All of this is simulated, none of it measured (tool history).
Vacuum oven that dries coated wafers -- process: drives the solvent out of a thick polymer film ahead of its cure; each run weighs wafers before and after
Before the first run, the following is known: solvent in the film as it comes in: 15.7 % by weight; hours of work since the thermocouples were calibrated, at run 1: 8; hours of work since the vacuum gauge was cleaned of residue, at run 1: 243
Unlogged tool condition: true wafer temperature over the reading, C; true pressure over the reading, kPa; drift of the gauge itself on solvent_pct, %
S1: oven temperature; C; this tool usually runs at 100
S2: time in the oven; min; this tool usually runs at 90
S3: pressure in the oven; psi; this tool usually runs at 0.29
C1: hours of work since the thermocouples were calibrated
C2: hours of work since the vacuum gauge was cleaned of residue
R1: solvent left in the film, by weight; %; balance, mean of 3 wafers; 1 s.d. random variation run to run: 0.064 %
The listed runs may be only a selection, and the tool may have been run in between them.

| run | day | S1 | S2 | S3 | C1 | C2 | R1 |
|---|---|---|---|---|---|---|---|
| 1 | 0 | 100 | 90 | 0.29 | 8 | 243 | 4.19 |
| 2 | 0.862 | 100 | 78 | 0.29 | 17 | 252 | 4.68 |
| 3 | 1.692 | 100 | 78 | 0.29 | 26 | 261 | 4.65 |
| 4 | 2.371 | 100 | 78 | 0.29 | 34 | 269 | 4.61 |
| 5 | 2.95 | 105 | 90 | 0.29 | 40 | 275 | 2.95 |
| 6 | 3.938 | 105 | 90 | 0.29 | 51 | 286 | 3 |
| 7 | 4.629 | 105 | 90 | 0.29 | 59 | 294 | 2.88 |
| 8 | 5.408 | 100 | 90 | 0.213 | 67 | 302 | 3.69 |
| 9 | 5.95 | 100 | 90 | 0.213 | 73 | 308 | 3.71 |
| 10 | 6.833 | 100 | 90 | 0.213 | 83 | 318 | 3.62 |
| 11 | 7.296 | 100 | 90 | 0.213 | 88 | 323 | 3.74 |
| 12 | 8.062 | 100 | 90 | 0.213 | 96 | 331 | 3.85 |
| 13 | 8.888 | 100 | 122 | 0.29 | 106 | 340 | 3.1 |
| 14 | 9.392 | 100 | 90 | 0.29 | 111 | 346 | 4.21 |
| 15 | 9.962 | 100 | 90 | 0.29 | 117 | 352 | 4.11 |
| 16 | 10.688 | 100 | 90 | 0.235 | 125 | 360 | 3.8 |
| 17 | 11.554 | 99 | 90 | 0.29 | 135 | 370 | 4.37 |
| 18 | 12.288 | 99 | 90 | 0.29 | 143 | 378 | 4.47 |
| 19 | 13.067 | 100 | 90 | 0.29 | 151 | 386 | 4.09 |
| 20 | 13.838 | 105 | 90 | 0.29 | 160 | 395 | 2.98 |
| 21 | 14.242 | 105 | 90 | 0.29 | 164 | 399 | 2.82 |
| 22 | 14.642 | 105 | 90 | 0.29 | 169 | 404 | 2.99 |
|  | 14.8 | oven's thermocouples calibrated |
| 23 | 15.279 | 100 | 90 | 0.29 | 5 | 410 | 4.1 |
| 24 | 15.708 | 100 | 90 | 0.29 | 10 | 415 | 4.05 |
| 25 | 16.188 | 101 | 90 | 0.318 | 15 | 420 | 4.11 |
| 26 | 16.654 | 89 | 90 | 0.87 | 20 | 425 | 10.44 |
| 27 | 17.067 | 89 | 90 | 0.87 | 25 | 429 | 10.54 |
| 28 | 17.517 | 108 | 90 | 0.29 | 30 | 434 | 2.52 |
|  | 17.875 | oven's thermocouples calibrated, once more |
| 29 | 18.488 | 99 | 90 | 0.715 | 7 | 444 | 6.48 |
| 30 | 19.3 | 88 | 117 | 0.403 | 16 | 453 | 7.18 |
| 31 | 19.967 | 114 | 90 | 0.29 | 23 | 460 | 1.52 |
| 32 | 20.85 | 100 | 88 | 0.29 | 33 | 470 | 4.16 |
| 33 | 21.421 | 100 | 51 | 0.29 | 39 | 476 | 6.49 |
| 34 | 22.125 | 98 | 77 | 0.493 | 47 | 484 | 6.23 |
| 35 | 22.85 | 97 | 83 | 0.493 | 55 | 492 | 6.17 |
| 36 | 23.488 | 100 | 82 | 0.363 | 62 | 499 | 4.79 |
| 37 | 24.371 | 89 | 80 | 0.29 | 71 | 509 | 7.61 |
| 38 | 25.096 | 100 | 89 | 0.863 | 79 | 517 | 6.81 |
| 39 | 25.575 | 98 | 66 | 0.232 | 85 | 522 | 5.82 |
| 40 | 26.033 | 110 | 90 | 0.177 | 90 | 527 | 1.54 |
| 41 | 26.775 | 100 | 90 | 0.161 | 98 | 535 | 3.6 |
| 42 | 27.338 | 100 | 90 | 0.161 | 104 | 542 | 3.59 |
| 43 | 28.008 | 100 | 90 | 0.161 | 111 | 549 | 3.64 |
| 44 | 28.558 | 102 | 84 | 0.628 | 118 | 555 | 5.39 |
| 45 | 29.292 | 103 | 116 | 0.29 | 126 | 563 | 2.8 |
| 46 | 29.971 | 103 | 116 | 0.29 | 133 | 571 | 2.72 |
| 47 | 30.696 | 103 | 138 | 1.002 | 141 | 578 | 5.71 |

3 ways to go on from here, each from the tool as it stands after run 47. What would each give?
| A | 31.142 | 89 | 69 | 0.586 | 146 | 583 | ? |
| B | 31.142 | 100 | 90 | 0.859 | 146 | 583 | ? |
| C | 31.142 | 103 | 65 | 1.024 | 146 | 583 | ? |

| run | R1 |
|---|---|
| A | 9.65 |
| B | 6.86 |
| C | 7.61 |
Had the tool no hidden state, the same runs would have come out as:
| run | R1 |
|---|---|
| A | 9.38 |
| B | 6.58 |
| C | 7.33 |
